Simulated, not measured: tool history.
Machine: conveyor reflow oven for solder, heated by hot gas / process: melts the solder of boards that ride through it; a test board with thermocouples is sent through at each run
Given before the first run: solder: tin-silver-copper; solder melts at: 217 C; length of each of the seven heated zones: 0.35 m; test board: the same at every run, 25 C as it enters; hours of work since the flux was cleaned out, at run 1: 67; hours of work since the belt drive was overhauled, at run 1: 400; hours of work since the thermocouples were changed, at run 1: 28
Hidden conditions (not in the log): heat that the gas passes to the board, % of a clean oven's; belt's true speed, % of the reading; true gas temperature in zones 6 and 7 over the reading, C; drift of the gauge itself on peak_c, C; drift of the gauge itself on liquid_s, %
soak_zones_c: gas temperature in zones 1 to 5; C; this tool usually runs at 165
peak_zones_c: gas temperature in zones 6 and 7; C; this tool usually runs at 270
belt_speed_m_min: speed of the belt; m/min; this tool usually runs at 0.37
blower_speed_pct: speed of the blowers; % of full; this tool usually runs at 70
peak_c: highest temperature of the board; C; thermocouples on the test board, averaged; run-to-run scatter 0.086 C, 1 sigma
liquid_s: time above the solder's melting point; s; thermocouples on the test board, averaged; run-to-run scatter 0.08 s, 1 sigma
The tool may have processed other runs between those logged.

run,hour,soak_zones_c,peak_zones_c,belt_speed_m_min,blower_speed_pct,hours of work since the flux was cleaned out,hours of work since the belt drive was overhauled,hours of work since the thermocouples were changed,peak_c,liquid_s
1,0,165,270,0.37,70,67,400,28,259.47,90.83
2,13.9,165,270,0.37,70,76,408,36,259.27,90.79
3,25.3,165,270,0.37,70,83,415,43,259.31,90.75
4,34,165,270,0.37,70,88,420,48,259.36,90.68
5,47.1,165,270,0.37,70,96,428,56,259.34,90.6
6,57.9,165,270,0.37,70,102,434,62,259.25,90.56
7,75.2,165,270,0.37,70,112,445,72,259.2,90.57
8,91,165,270,0.37,70,122,454,82,259.25,90.44
9,105.8,165,270,0.37,56,130,463,91,256.29,87.06
10,121.8,165,270,0.433,70,140,472,100,254.28,71.94
11,134.9,165,270,0.37,55,148,480,108,256.19,86.68
12,147.8,165,270,0.37,55,155,488,115,255.94,86.69
13,161.8,165,270,0.37,58,164,496,124,256.7,87.56
14,170.6,165,270,0.37,58,169,501,129,256.72,87.61
15,187,165,270,0.37,70,179,511,139,258.78,90.27
16,205.1,165,270,0.37,70,189,522,150,258.62,90.33
17,214.3,158,266,0.302,72,195,527,155,259.02,111
18,225.7,165,270,0.301,70,202,534,162,263.11,118.32
# hour 239.9: flux residue cleaned out of gas plates and filters
19,248.8,165,270,0.301,70,5,545,173,263.82,119.13
20,262.9,165,270,0.301,70,14,553,181,263.77,118.98
21,275.6,165,269,0.371,70,21,561,189,258.3,90.08
22,284.2,165,269,0.371,70,26,566,194,258.28,90.25
23,299.8,156,271,0.37,67,36,575,203,258.76,86.65
24,313,165,282,0.37,70,43,583,211,270.61,99.44
25,322.7,165,267,0.43,70,49,589,217,252.17,70.99
26,339.1,165,270,0.332,70,59,599,226,261.69,105
27,352.9,165,270,0.332,70,67,607,235,261.79,105.06
28,360.8,159,270,0.37,70,72,612,239,258.57,87.94
29,373.6,159,270,0.37,70,80,619,247,258.56,87.92
30,381.8,165,270,0.364,54,84,624,252,256.58,88.94
31,398.8,165,270,0.364,54,95,634,262,256.47,88.84

Alternative continuations, all from the tool just after run 31; predict every row:
A,411.4,169,268,0.37,70,102,642,269,?,?
B,411.4,173,270,0.44,70,102,642,269,?,?
C,411.4,165,270,0.364,59,102,642,269,?,?

run,peak_c,liquid_s
A,257.44,91.42
B,255.13,75.04
C,257.34,90.38
Take away the tool's hidden state, keep each run's random variation, and the runs would have read:
run,peak_c,liquid_s
A,258.16,91.16
B,255.87,74.93
C,258,90.09
